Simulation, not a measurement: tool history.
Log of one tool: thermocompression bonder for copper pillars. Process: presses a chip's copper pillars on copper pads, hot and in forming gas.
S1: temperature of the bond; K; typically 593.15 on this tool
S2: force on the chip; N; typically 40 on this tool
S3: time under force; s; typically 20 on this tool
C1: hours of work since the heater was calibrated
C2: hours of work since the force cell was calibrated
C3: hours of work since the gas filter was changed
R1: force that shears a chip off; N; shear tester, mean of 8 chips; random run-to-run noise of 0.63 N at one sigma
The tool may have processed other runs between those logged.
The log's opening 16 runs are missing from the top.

-- hour=508 heater calibrated with a thermocouple chip, once more
run 17 hour=509.6 | S1=593.15 S2=40 S3=23 | C1=1 C2=901 C3=22 | R1=84.6
run 18 hour=536.5 | S1=591.15 S2=40 S3=23 | C1=13 C2=914 C3=35 | R1=84.5
run 19 hour=563.3 | S1=591.15 S2=40 S3=23 | C1=26 C2=926 C3=47 | R1=84.1
run 20 hour=600.7 | S1=591.15 S2=58 S3=23 | C1=43 C2=944 C3=65 | R1=101.3
run 21 hour=620.9 | S1=578.15 S2=45 S3=23 | C1=53 C2=953 C3=74 | R1=81.5
run 22 hour=661.4 | S1=578.15 S2=30 S3=11 | C1=72 C2=972 C3=93 | R1=45.3
run 23 hour=700 | S1=578.15 S2=33 S3=35 | C1=90 C2=990 C3=111 | R1=73.6
-- hour=730.6 forming gas filter changed
run 24 hour=737.3 | S1=578.15 S2=33 S3=35 | C1=107 C2=1007 C3=3 | R1=76.1
run 25 hour=758 | S1=578.15 S2=33 S3=35 | C1=117 C2=1017 C3=13 | R1=75.8
run 26 hour=796.3 | S1=610.15 S2=28 S3=46 | C1=135 C2=1035 C3=31 | R1=95.9
run 27 hour=820.4 | S1=610.15 S2=28 S3=46 | C1=146 C2=1046 C3=42 | R1=96.1
run 28 hour=858.7 | S1=606.15 S2=29 S3=30 | C1=164 C2=1064 C3=60 | R1=83.7
run 29 hour=882.8 | S1=585.15 S2=49 S3=20 | C1=175 C2=1076 C3=71 | R1=86.4
run 30 hour=902.4 | S1=578.15 S2=25 S3=11 | C1=184 C2=1085 C3=80 | R1=39.6
run 31 hour=921.9 | S1=578.15 S2=25 S3=11 | C1=193 C2=1094 C3=89 | R1=39.1
run 32 hour=942.2 | S1=580.15 S2=54 S3=17 | C1=203 C2=1103 C3=99 | R1=84.5
run 33 hour=965.6 | S1=578.15 S2=33 S3=52 | C1=214 C2=1114 C3=110 | R1=85.1
run 34 hour=994.3 | S1=578.15 S2=33 S3=52 | C1=227 C2=1128 C3=123 | R1=83
-- hour=1001.3 forming gas filter changed
run 35 hour=1023 | S1=618.15 S2=28 S3=57 | C1=240 C2=1141 C3=10 | R1=106.3
run 36 hour=1057.3 | S1=574.15 S2=45 S3=57 | C1=256 C2=1157 C3=26 | R1=102
run 37 hour=1097.7 | S1=604.15 S2=39 S3=16 | C1=275 C2=1176 C3=45 | R1=83.1
run 38 hour=1118.2 | S1=604.15 S2=39 S3=16 | C1=285 C2=1185 C3=55 | R1=84
run 39 hour=1144.4 | S1=605.15 S2=27 S3=15 | C1=297 C2=1198 C3=67 | R1=63.2

Each row is a separate what-if for the run after 39, all from the same tool condition, not one after another. Results?
run A hour=1161.3 | S1=593.15 S2=35 S3=20 | C1=305 C2=1206 C3=75 | R1=?
run B hour=1161.3 | S1=577.15 S2=56 S3=49 | C1=305 C2=1206 C3=75 | R1=?
run C hour=1161.3 | S1=573.15 S2=59 S3=22 | C1=305 C2=1206 C3=75 | R1=?
run D hour=1161.3 | S1=593.15 S2=60 S3=20 | C1=305 C2=1206 C3=75 | R1=?

run=A R1=74.7
run=B R1=109.5
run=C R1=90.6
run=D R1=102.1
What these runs would have given with no unlogged condition in the tool:
run=A R1=78.5
run=B R1=113.8
run=C R1=94.7
run=D R1=106.4
